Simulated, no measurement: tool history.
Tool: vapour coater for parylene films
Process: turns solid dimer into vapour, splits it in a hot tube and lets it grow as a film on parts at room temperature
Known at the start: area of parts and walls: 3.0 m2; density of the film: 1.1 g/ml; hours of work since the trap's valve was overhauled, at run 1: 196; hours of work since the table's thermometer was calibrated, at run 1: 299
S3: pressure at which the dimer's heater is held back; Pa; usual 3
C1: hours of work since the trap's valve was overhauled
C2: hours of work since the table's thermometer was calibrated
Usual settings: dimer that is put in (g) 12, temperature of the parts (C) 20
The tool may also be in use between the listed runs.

{"run": 1, "day": 0.0, "dimer that is put in (g)": 12, "temperature of the parts (C)": 20, "S3": 3, "C1": 196, "C2": 299, "thickness of the film (nm)": 2170}
{"run": 2, "day": 0.429, "dimer that is put in (g)": 12, "temperature of the parts (C)": 30, "S3": 3, "C1": 200, "C2": 304, "thickness of the film (nm)": 1340}
{"run": 3, "day": 0.962, "dimer that is put in (g)": 12, "temperature of the parts (C)": 30, "S3": 3, "C1": 207, "C2": 310, "thickness of the film (nm)": 1360}
{"run": 4, "day": 1.454, "dimer that is put in (g)": 12, "temperature of the parts (C)": 30, "S3": 3.12, "C1": 212, "C2": 316, "thickness of the film (nm)": 1320}
{"run": 5, "day": 1.804, "dimer that is put in (g)": 12, "temperature of the parts (C)": 30, "S3": 3.12, "C1": 216, "C2": 320, "thickness of the film (nm)": 1320}
{"run": 6, "day": 2.2, "dimer that is put in (g)": 12, "temperature of the parts (C)": 20, "S3": 7.2, "C1": 221, "C2": 325, "thickness of the film (nm)": 1740}
{"run": 7, "day": 2.55, "dimer that is put in (g)": 12, "temperature of the parts (C)": 28, "S3": 3, "C1": 225, "C2": 329, "thickness of the film (nm)": 1480}
{"run": 8, "day": 3.133, "dimer that is put in (g)": 12, "temperature of the parts (C)": 28, "S3": 3, "C1": 232, "C2": 335, "thickness of the film (nm)": 1450}
{"run": 9, "day": 3.704, "dimer that is put in (g)": 12, "temperature of the parts (C)": 13, "S3": 3, "C1": 238, "C2": 342, "thickness of the film (nm)": 3020}
{"day": 4.088, "done": "trap's valve overhauled"}
{"run": 10, "day": 4.454, "dimer that is put in (g)": 12, "temperature of the parts (C)": 13, "S3": 3, "C1": 4, "C2": 349, "thickness of the film (nm)": 3020}
{"run": 11, "day": 4.812, "dimer that is put in (g)": 12, "temperature of the parts (C)": 13, "S3": 3, "C1": 8, "C2": 353, "thickness of the film (nm)": 3040}
{"run": 12, "day": 5.542, "dimer that is put in (g)": 12, "temperature of the parts (C)": 20, "S3": 3, "C1": 17, "C2": 361, "thickness of the film (nm)": 2170}
{"run": 13, "day": 6.221, "dimer that is put in (g)": 12, "temperature of the parts (C)": 20, "S3": 3.77, "C1": 24, "C2": 369, "thickness of the film (nm)": 2060}
{"run": 14, "day": 6.767, "dimer that is put in (g)": 13, "temperature of the parts (C)": 24, "S3": 3.23, "C1": 31, "C2": 375, "thickness of the film (nm)": 1880}
{"run": 15, "day": 7.483, "dimer that is put in (g)": 7, "temperature of the parts (C)": 26, "S3": 5.03, "C1": 39, "C2": 383, "thickness of the film (nm)": 840}
{"run": 16, "day": 8.238, "dimer that is put in (g)": 7, "temperature of the parts (C)": 26, "S3": 5.03, "C1": 48, "C2": 392, "thickness of the film (nm)": 820}
{"run": 17, "day": 8.862, "dimer that is put in (g)": 7, "temperature of the parts (C)": 26, "S3": 5.03, "C1": 55, "C2": 399, "thickness of the film (nm)": 850}
{"run": 18, "day": 9.338, "dimer that is put in (g)": 7, "temperature of the parts (C)": 26, "S3": 5.03, "C1": 60, "C2": 405, "thickness of the film (nm)": 830}
{"run": 19, "day": 9.742, "dimer that is put in (g)": 7, "temperature of the parts (C)": 26, "S3": 5.03, "C1": 65, "C2": 409, "thickness of the film (nm)": 830}
{"run": 20, "day": 10.346, "dimer that is put in (g)": 7, "temperature of the parts (C)": 26, "S3": 5.03, "C1": 72, "C2": 416, "thickness of the film (nm)": 840}
{"run": 21, "day": 11.142, "dimer that is put in (g)": 12, "temperature of the parts (C)": 14, "S3": 3.38, "C1": 81, "C2": 425, "thickness of the film (nm)": 2790}
{"run": 22, "day": 11.525, "dimer that is put in (g)": 15, "temperature of the parts (C)": 19, "S3": 3.38, "C1": 85, "C2": 430, "thickness of the film (nm)": 2760}
{"run": 23, "day": 12.179, "dimer that is put in (g)": 15, "temperature of the parts (C)": 20, "S3": 2.95, "C1": 93, "C2": 437, "thickness of the film (nm)": 2710}
{"run": 24, "day": 12.642, "dimer that is put in (g)": 15, "temperature of the parts (C)": 20, "S3": 2.95, "C1": 98, "C2": 442, "thickness of the film (nm)": 2720}
{"run": 25, "day": 13.05, "dimer that is put in (g)": 15, "temperature of the parts (C)": 20, "S3": 2.95, "C1": 103, "C2": 447, "thickness of the film (nm)": 2760}

How the hidden state differs across the entries between the runs, from the last listed run before each to the first after it:
Between runs 9 and 10: trap's valve overhauled (day 4.088)
  vapour lost through the trap's worn valve, %: 0.4 -> 0

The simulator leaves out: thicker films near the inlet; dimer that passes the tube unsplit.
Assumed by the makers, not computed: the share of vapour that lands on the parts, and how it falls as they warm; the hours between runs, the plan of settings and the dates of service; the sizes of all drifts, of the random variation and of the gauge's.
